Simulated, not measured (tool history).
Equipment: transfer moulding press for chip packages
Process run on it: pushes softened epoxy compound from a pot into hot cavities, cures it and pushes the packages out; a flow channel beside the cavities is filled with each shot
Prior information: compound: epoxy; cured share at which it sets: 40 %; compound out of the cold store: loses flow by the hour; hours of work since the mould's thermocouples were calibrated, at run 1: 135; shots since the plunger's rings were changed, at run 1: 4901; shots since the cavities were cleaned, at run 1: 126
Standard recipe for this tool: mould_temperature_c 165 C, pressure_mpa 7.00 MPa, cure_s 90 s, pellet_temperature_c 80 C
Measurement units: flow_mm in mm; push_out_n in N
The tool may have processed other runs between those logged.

run     day  mould_temperature_c  pressure_mpa  cure_s  pellet_temperature_c  hours of work since the mould's thermocouples were calibrated  shots since the plunger's rings were changed  shots since the cavities were cleaned  incoming compound's hours out of the cold store  flow_mm  push_out_n
  1   0.000                  165          7.00      90                    80                                                            135                                          4901                                    126                                             30.4      897         439
      1.404  -- cavities cleaned with cleaning compound and waxed
  2   2.429                  165          7.00      90                    80                                                            175                                          5740                                    363                                             42.9      832         536
      3.167  -- plunger's sealing rings changed
      3.400  -- cavities cleaned with cleaning compound and waxed
  3   4.854                  165          7.00      90                    80                                                            214                                           575                                    515                                             18.8      999         599
      5.175  -- cavities cleaned with cleaning compound and waxed
  4   6.529                  165          7.00      90                    78                                                            241                                          1147                                    480                                             28.5      942         581
      6.988  -- cavities cleaned with cleaning compound and waxed
      8.871  -- cavities cleaned with cleaning compound and waxed
  5   8.933                  165          7.00      90                    78                                                            280                                          1956                                     22                                             37.8      890         373
  6  10.175                  165          7.00      90                    78                                                            301                                          2396                                    462                                             41.7      868         557
     10.617  -- cavities cleaned with cleaning compound and waxed
     12.508  -- cavities cleaned with cleaning compound and waxed
  7  12.996                  165          7.00      90                    78                                                            347                                          3351                                    173                                             45.7      838         449
     14.408  -- cavities cleaned with cleaning compound and waxed
  8  14.771                  165          7.00      90                    84                                                            376                                          3959                                    128                                             24.7      939         454
     16.262  -- cavities cleaned with cleaning compound and waxed
  9  16.758                  165          7.00      90                    84                                                            409                                          4641                                    175                                             13.6      983         485
     17.129  -- mould's thermocouples calibrated
     18.100  -- cavities cleaned with cleaning compound and waxed
 10  19.654                  161          7.00      90                    80                                                             42                                          5617                                    552                                             43.8      846         754
     19.896  -- cavities cleaned with cleaning compound and waxed
     20.925  -- plunger's sealing rings changed
     21.771  -- cavities cleaned with cleaning compound and waxed
 11  22.083                  161          7.00      90                    80                                                             79                                           387                                    110                                             16.8     1036         627
 12  23.392                  161          7.00      90                    80                                                            102                                           851                                    574                                             30.5      953         781
     23.621  -- cavities cleaned with cleaning compound and waxed
     25.375  -- cavities cleaned with cleaning compound and waxed
 13  25.412                  161          7.00      90                    84                                                            134                                          1524                                     14                                             31.5      944         487
     27.133  -- cavities cleaned with cleaning compound and waxed
 14  28.196                  158          7.00      90                    82                                                            180                                          2489                                    378                                             46.1      884         861
     29.017  -- cavities cleaned with cleaning compound and waxed
 15  29.904                  158          7.00      90                    82                                                            208                                          3072                                    314                                             12.1     1057         946
     30.783  -- cavities cleaned with cleaning compound and waxed
 16  31.967                  167          7.00      90                    84                                                            242                                          3781                                    420                                             25.6      921         497
     32.612  -- cavities cleaned with cleaning compound and waxed
 17  33.529                  158          5.30      90                    80                                                            268                                          4314                                    326                                             34.5      800         906
     34.375  -- cavities cleaned with cleaning compound and waxed
 18  35.321                  158          5.30      90                    80                                                            298                                          4926                                    335                                             45.4      750         799
     36.133  -- cavities cleaned with cleaning compound and waxed
 19  37.296                  158          5.30      90                    80                                                            330                                          5605                                    413                                              9.7      902        1023
     38.012  -- cavities cleaned with cleaning compound and waxed
     38.662  -- plunger's sealing rings changed
 20  39.158                  167          7.00      90                    71                                                            359                                           177                                    370                                             18.8      993         505
     39.971  -- cavities cleaned with cleaning compound and waxed
 21  40.475                  164          7.00      90                    71                                                            380                                           621                                    178                                             17.4     1009         522
     41.879  -- cavities cleaned with cleaning compound and waxed
     42.712  -- mould's thermocouples calibrated
 22  43.483                  164          7.00      90                    71                                                             13                                          1636                                    539                                             26.5      953         633
     43.875  -- cavities cleaned with cleaning compound and waxed
 23  44.762                  165          6.19      90                    83                                                             34                                          2067                                    314                                             21.2      917         569
     45.738  -- cavities cleaned with cleaning compound and waxed
 24  47.171                  165          8.71      90                    83                                                             74                                          2900                                    509                                             10.8     1142         635
     47.612  -- cavities cleaned with cleaning compound and waxed
     49.521  -- cavities cleaned with cleaning compound and waxed
 25  49.779                  165          8.71      90                    83                                                            116                                          3781                                     93                                             22.5     1053         441

Forecast each of these 4 alternatives for the next run:
     51.483  -- cavities cleaned with cleaning compound and waxed
  A  51.729                  165          6.12      90                    86                                                            148                                          4450                                     88                                             29.3        ?           ?
     51.483  -- cavities cleaned with cleaning compound and waxed
  B  51.729                  165          7.00      90                    74                                                            148                                          4450                                     88                                             45.9        ?           ?
     51.483  -- cavities cleaned with cleaning compound and waxed
  C  51.729                  161          6.68      90                    81                                                            148                                          4450                                     88                                             36.3        ?           ?
     51.483  -- cavities cleaned with cleaning compound and waxed
  D  51.729                  165          7.00      88                    83                                                            148                                          4450                                     88                                              9.2        ?           ?

run  flow_mm  push_out_n
  A      850         409
  B      827         414
  C      875         543
  D     1019         471
Had the tool no hidden state, the same runs would have come out as:
run  flow_mm  push_out_n
  A      890         338
  B      866         342
  C      916         449
  D     1067         389

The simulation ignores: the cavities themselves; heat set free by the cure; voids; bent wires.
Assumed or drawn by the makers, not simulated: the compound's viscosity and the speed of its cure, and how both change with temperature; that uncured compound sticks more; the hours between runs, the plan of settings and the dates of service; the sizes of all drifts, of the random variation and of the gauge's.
